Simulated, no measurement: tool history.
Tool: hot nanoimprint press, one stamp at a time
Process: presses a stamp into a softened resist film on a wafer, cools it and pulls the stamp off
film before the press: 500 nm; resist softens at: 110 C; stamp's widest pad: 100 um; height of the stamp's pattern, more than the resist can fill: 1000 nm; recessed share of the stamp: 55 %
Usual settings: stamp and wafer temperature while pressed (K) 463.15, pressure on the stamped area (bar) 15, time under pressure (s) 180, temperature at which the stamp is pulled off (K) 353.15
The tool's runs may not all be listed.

| run | hour | stamp and wafer temperature while pressed (K) | pressure on the stamped area (bar) | time under pressure (s) | temperature at which the stamp is pulled off (K) | resist left under the stamp's widest pad (nm) | greatest force while the stamp is pulled off (N) |
|---|---|---|---|---|---|---|---|
| 1 | 0 | 463.15 | 15 | 180 | 353.15 | 268.6 | 262 |
| 2 | 6.7 | 463.15 | 15 | 180 | 353.15 | 267.9 | 263 |
| 3 | 14.6 | 463.15 | 15 | 180 | 353.15 | 270.6 | 268 |
| 4 | 22.8 | 463.15 | 15 | 180 | 352.15 | 270.7 | 271 |
| 5 | 29.7 | 463.15 | 15 | 180 | 352.15 | 270.9 | 273 |
| 6 | 41.7 | 463.15 | 15 | 180 | 352.15 | 269.7 | 271 |
| 7 | 49.6 | 463.15 | 15 | 180 | 358.15 | 270.7 | 240 |
| 8 | 58.5 | 463.15 | 15 | 180 | 353.15 | 271.6 | 267 |
| 9 | 71.2 | 463.15 | 15 | 180 | 353.15 | 271.9 | 266 |
| 10 | 83.1 | 463.15 | 15 | 180 | 353.15 | 271.4 | 275 |
| 11 | 94 | 463.15 | 11.6 | 180 | 353.15 | 300.6 | 270 |
| 12 | 106.7 | 463.15 | 11.6 | 180 | 353.15 | 301.8 | 274 |
| 13 | 112.5 | 453.15 | 15 | 180 | 353.15 | 342.7 | 273 |
| 14 | 119.1 | 453.15 | 19.3 | 180 | 353.15 | 314.5 | 273 |
| 15 | 130.2 | 453.15 | 19.3 | 180 | 353.15 | 314 | 278 |
| 16 | 139.6 | 453.15 | 19.3 | 180 | 353.15 | 316.5 | 280 |
| 17 | 152.4 | 453.15 | 19.3 | 180 | 355.15 | 316.5 | 266 |
| 18 | 157.9 | 453.15 | 19.3 | 180 | 355.15 | 315.7 | 267 |
| 19 | 170.2 | 455.15 | 19.3 | 180 | 352.15 | 300.6 | 290 |
| 20 | 181.3 | 455.15 | 19.3 | 180 | 352.15 | 300.3 | 289 |
| 21 | 192.1 | 471.15 | 10.3 | 180 | 352.15 | 263 | 286 |
| 22 | 202.4 | 472.15 | 11.5 | 180 | 353.15 | 247.9 | 286 |
| 23 | 209.3 | 463.15 | 23.4 | 337 | 353.15 | 178.8 | 285 |
| 24 | 221.9 | 463.15 | 23.4 | 337 | 353.15 | 178.6 | 285 |
| 25 | 232.4 | 463.15 | 23.4 | 337 | 353.15 | 179.4 | 287 |
| 26 | 252 | 463.15 | 23.4 | 337 | 353.15 | 171.6 | 239 |
| 27 | 260.4 | 470.15 | 9.9 | 91 | 338.15 | 329.4 | 318 |
| 28 | 265.7 | 464.15 | 9.9 | 273 | 350.15 | 269.3 | 256 |
| 29 | 275.3 | 463.15 | 15 | 103 | 349.15 | 316.5 | 258 |
| 30 | 282 | 463.15 | 12.6 | 150 | 343.15 | 302.4 | 295 |
| 31 | 291.4 | 463.15 | 12.6 | 150 | 343.15 | 303 | 296 |

Not shown: 3 entries that the log had between the listed runs. Between which runs, and how does the tool's hidden state differ before and after?
Between runs 21 and 22: plate thermocouple calibrated (hour 195.8)
  true temperature over the reading, C: -1.07 -> -1.61; pressure that arrives at the usual setting, %: 98.57 -> 98.55; grip of the stamp's worn release coat, % over a new coat's: 15.7 -> 16
  measured less the result without the state, resist left under the stamp's widest pad (nm): +7.5 -> +10.5; greatest force while the stamp is pulled off (N): +45 -> +48
Between runs 25 and 26: plate thermocouple calibrated, once more (hour 236.5); stamp cleaned and given a new release coat (hour 250.9)
  true temperature over the reading, C: -1.65 -> -0.11; pressure that arrives at the usual setting, %: 98.49 -> 98.47; grip of the stamp's worn release coat, % over a new coat's: 17 -> 0
  measured less the result without the state, resist left under the stamp's widest pad (nm): +10.8 -> +2.6; greatest force while the stamp is pulled off (N): +51 -> +0

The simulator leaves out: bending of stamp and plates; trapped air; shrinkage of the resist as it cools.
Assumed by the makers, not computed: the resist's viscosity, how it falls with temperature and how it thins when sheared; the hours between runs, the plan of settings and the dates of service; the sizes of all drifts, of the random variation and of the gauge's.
